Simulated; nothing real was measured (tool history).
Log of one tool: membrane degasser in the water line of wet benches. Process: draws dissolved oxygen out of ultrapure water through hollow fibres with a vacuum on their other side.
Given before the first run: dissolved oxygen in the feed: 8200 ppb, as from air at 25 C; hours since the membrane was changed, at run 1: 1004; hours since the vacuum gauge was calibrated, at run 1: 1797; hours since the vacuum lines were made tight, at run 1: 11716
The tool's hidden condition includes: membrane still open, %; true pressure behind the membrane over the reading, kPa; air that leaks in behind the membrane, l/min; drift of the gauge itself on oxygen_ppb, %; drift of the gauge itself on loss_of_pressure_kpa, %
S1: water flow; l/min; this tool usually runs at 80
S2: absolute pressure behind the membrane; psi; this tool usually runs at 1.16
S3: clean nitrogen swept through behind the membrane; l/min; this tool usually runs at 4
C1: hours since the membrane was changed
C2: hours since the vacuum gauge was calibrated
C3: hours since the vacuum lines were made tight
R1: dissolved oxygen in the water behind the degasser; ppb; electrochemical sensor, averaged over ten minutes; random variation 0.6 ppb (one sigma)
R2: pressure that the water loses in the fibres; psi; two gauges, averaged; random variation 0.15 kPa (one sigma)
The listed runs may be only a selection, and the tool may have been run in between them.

| run | day | S1 | S2 | S3 | C1 | C2 | C3 | R1 | R2 |
|---|---|---|---|---|---|---|---|---|---|
| 1 | 0 | 80 | 1.16 | 4 | 1004 | 1797 | 11716 | 228 | 6.379 |
| 2 | 0.858 | 80 | 1.16 | 4 | 1024 | 1818 | 11736 | 227.5 | 6.342 |
| 3 | 2.317 | 80 | 1.16 | 4 | 1059 | 1853 | 11771 | 227.2 | 6.334 |
| 4 | 3.375 | 80 | 1.16 | 4 | 1085 | 1878 | 11797 | 227.9 | 6.379 |
| 5 | 4.533 | 80 | 2.408 | 4 | 1113 | 1906 | 11825 | 582.2 | 6.348 |
| 6 | 5.658 | 97 | 1.16 | 4 | 1140 | 1933 | 11852 | 284.6 | 7.729 |
| 7 | 7.188 | 70 | 1.16 | 4 | 1176 | 1969 | 11888 | 196.6 | 5.562 |
| 8 | 8.567 | 70 | 1.16 | 4 | 1209 | 2003 | 11921 | 197.8 | 5.568 |
| 9 | 9.85 | 70 | 1.16 | 4 | 1240 | 2033 | 11952 | 197.7 | 5.581 |
| 10 | 11.125 | 70 | 1.16 | 4 | 1271 | 2064 | 11983 | 197.6 | 5.571 |

Expected results for the next run?
|  | 11.283 | vacuum gauge calibrated |
| 11 | 12.962 | 111 | 1.5 | 3.53 | 1314 | 40 | 12026 | ? | ? |

Run 11 measured R1 505.2 ppb, R2 8.798 psi.
If the tool had no hidden condition, the same run with the same run-to-run variation would have returned R1 502.8 ppb, R2 8.766 psi.
